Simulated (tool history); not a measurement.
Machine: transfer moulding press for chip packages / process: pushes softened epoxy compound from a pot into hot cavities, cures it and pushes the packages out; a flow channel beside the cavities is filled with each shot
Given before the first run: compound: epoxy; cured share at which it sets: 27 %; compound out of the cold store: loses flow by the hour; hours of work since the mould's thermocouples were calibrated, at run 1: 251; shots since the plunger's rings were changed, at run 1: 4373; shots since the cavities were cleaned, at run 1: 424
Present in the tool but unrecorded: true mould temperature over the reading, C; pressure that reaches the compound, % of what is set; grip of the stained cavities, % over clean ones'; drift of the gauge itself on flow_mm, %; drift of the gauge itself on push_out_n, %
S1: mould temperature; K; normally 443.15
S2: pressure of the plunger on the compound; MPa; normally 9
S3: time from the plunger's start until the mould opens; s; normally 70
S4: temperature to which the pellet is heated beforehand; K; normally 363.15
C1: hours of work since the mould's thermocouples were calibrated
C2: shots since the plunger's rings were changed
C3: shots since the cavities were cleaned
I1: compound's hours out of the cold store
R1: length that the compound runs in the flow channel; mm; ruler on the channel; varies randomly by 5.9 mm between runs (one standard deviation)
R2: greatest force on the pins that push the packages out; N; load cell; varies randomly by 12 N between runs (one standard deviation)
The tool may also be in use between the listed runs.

Run 1, day 0: usual settings; C1 251; C2 4373; C3 424; I1 20.2. Result: R1 900 mm, R2 1039 N.
Run 2, day 0.692: usual settings; C1 259; C2 4583; C3 634; I1 44.4. Result: R1 826 mm, R2 1146 N.
Run 3, day 0.983: usual settings; C1 263; C2 4672; C3 723; I1 16.8. Result: R1 915 mm, R2 1221 N.
At day 1.3: cavities cleaned with cleaning compound and waxed.
Run 4, day 1.571: usual settings; C1 269; C2 4831; C3 83; I1 23.4. Result: R1 874 mm, R2 720 N.
Run 5, day 2.108: usual settings; C1 275; C2 4994; C3 246; I1 11.5. Result: R1 916 mm, R2 949 N.
Run 6, day 2.683: usual settings but S1 447.15 K; C1 282; C2 5170; C3 422; I1 46.2. Result: R1 800 mm, R2 863 N.
Run 7, day 3.079: usual settings; C1 286; C2 5289; C3 541; I1 9.1. Result: R1 921 mm, R2 1121 N.
Run 8, day 3.658: usual settings; C1 293; C2 5465; C3 717; I1 39.9. Result: R1 830 mm, R2 1136 N.
At day 4: cavities cleaned with cleaning compound and waxed.
Run 9, day 4.296: usual settings; C1 300; C2 5640; C3 90; I1 35.1. Result: R1 853 mm, R2 764 N.
Run 10, day 4.717: usual settings; C1 305; C2 5767; C3 217; I1 31.3. Result: R1 849 mm, R2 915 N.
Run 11, day 5.046: usual settings but S2 9.01 MPa; C1 309; C2 5869; C3 319; I1 24.5. Result: R1 871 mm, R2 1015 N.
Run 12, day 5.429: usual settings but S2 10.76 MPa; C1 313; C2 5985; C3 435; I1 30.8. Result: R1 927 mm, R2 1047 N.
Run 13, day 5.862: usual settings but S2 7.69 MPa; C1 318; C2 6117; C3 567; I1 26.7. Result: R1 803 mm, R2 1149 N.
Run 14, day 6.179: usual settings but S3 79 s; C1 322; C2 6212; C3 662; I1 25.8. Result: R1 867 mm, R2 962 N.
At day 6.692: cavities cleaned with cleaning compound and waxed.
At day 6.912: plunger's sealing rings changed.
Run 15, day 6.983: usual settings but S1 449.15 K, S4 369.15 K; C1 329; C2 21; C3 57; I1 21.6. Result: R1 917 mm, R2 548 N.
Run 16, day 7.321: usual settings but S1 449.15 K, S2 9.26 MPa, S4 369.15 K; C1 333; C2 124; C3 160; I1 46.7. Result: R1 867 mm, R2 631 N.
Run 17, day 7.704: usual settings but S1 438.15 K, S2 9.26 MPa, S3 88 s, S4 368.15 K; C1 338; C2 240; C3 276; I1 10.7. Result: R1 1002 mm, R2 859 N.
Run 18, day 8.158: usual settings but S2 10.77 MPa, S3 77 s, S4 369.15 K; C1 343; C2 378; C3 414; I1 15.6. Result: R1 1035 mm, R2 900 N.
Run 19, day 8.812: usual settings but S2 10.53 MPa, S3 62 s, S4 357.15 K; C1 351; C2 577; C3 613; I1 28.5. Result: R1 982 mm, R2 1564 N.
Run 20, day 9.233: usual settings but S1 446.15 K, S2 9.66 MPa, S3 57 s, S4 367.15 K; C1 355; C2 704; C3 740; I1 20.7. Result: R1 952 mm, R2 1575 N.
At day 9.467: cavities cleaned with cleaning compound and waxed.
Run 21, day 9.838: usual settings but S2 7.87 MPa; C1 362; C2 869; C3 112; I1 38.1. Result: R1 811 mm, R2 769 N.
Run 22, day 10.4: usual settings but S2 7.87 MPa; C1 368; C2 1040; C3 283; I1 12.6. Result: R1 890 mm, R2 959 N.
Run 23, day 10.946: usual settings but S2 7.87 MPa; C1 375; C2 1206; C3 449; I1 40.1. Result: R1 827 mm, R2 1034 N.
Run 24, day 11.3: usual settings but S2 7.87 MPa; C1 379; C2 1314; C3 557; I1 17.2. Result: R1 882 mm, R2 1118 N.
Run 25, day 11.988: usual settings but S1 450.15 K, S2 10.21 MPa, S3 73 s, S4 367.15 K; C1 387; C2 1523; C3 766; I1 30.9. Result: R1 937 mm, R2 874 N.
At day 12.175: cavities cleaned with cleaning compound and waxed.
Run 26, day 12.392: usual settings but S3 69 s, S4 360.15 K; C1 391; C2 1626; C3 65; I1 31.6. Result: R1 896 mm, R2 736 N.

How the hidden state differs across the entries between the runs, from the last listed run before each to the first after it:
From run 3 to run 4: cavities cleaned with cleaning compound and waxed (day 1.3)
  true mould temperature over the reading, C: -0.93 -> -0.94; pressure that reaches the compound, % of what is set: 90.28 -> 89.96; grip of the stained cavities, % over clean ones': 95.3 -> 23.3
  measured value less the no-hidden-state value, R1: -44 -> -44 mm; R2: +633 -> +168 N
From run 8 to run 9: cavities cleaned with cleaning compound and waxed (day 4)
  true mould temperature over the reading, C: -1 -> -1.02; pressure that reaches the compound, % of what is set: 88.66 -> 88.34; grip of the stained cavities, % over clean ones': 94.6 -> 25.7
  measured value less the no-hidden-state value, R1: -48 -> -51 mm; R2: +586 -> +191 N
From run 14 to run 15: cavities cleaned with cleaning compound and waxed (day 6.692); plunger's sealing rings changed (day 6.912)
  true mould temperature over the reading, C: -1.07 -> -1.08; pressure that reaches the compound, % of what is set: 87.15 -> 99.94; grip of the stained cavities, % over clean ones': 92.6 -> 16.1
  measured value less the no-hidden-state value, R1: -59 -> +3 mm; R2: +480 -> +87 N
From run 20 to run 21: cavities cleaned with cleaning compound and waxed (day 9.467)
  true mould temperature over the reading, C: -1.14 -> -1.16; pressure that reaches the compound, % of what is set: 98.56 -> 98.23; grip of the stained cavities, % over clean ones': 95.4 -> 27
  measured value less the no-hidden-state value, R1: -3 -> -4 mm; R2: +836 -> +203 N
From run 25 to run 26: cavities cleaned with cleaning compound and waxed (day 12.175)
  true mould temperature over the reading, C: -1.22 -> -1.23; pressure that reaches the compound, % of what is set: 96.88 -> 96.71; grip of the stained cavities, % over clean ones': 95.8 -> 18
  measured value less the no-hidden-state value, R1: -11 -> -11 mm; R2: +433 -> +159 N

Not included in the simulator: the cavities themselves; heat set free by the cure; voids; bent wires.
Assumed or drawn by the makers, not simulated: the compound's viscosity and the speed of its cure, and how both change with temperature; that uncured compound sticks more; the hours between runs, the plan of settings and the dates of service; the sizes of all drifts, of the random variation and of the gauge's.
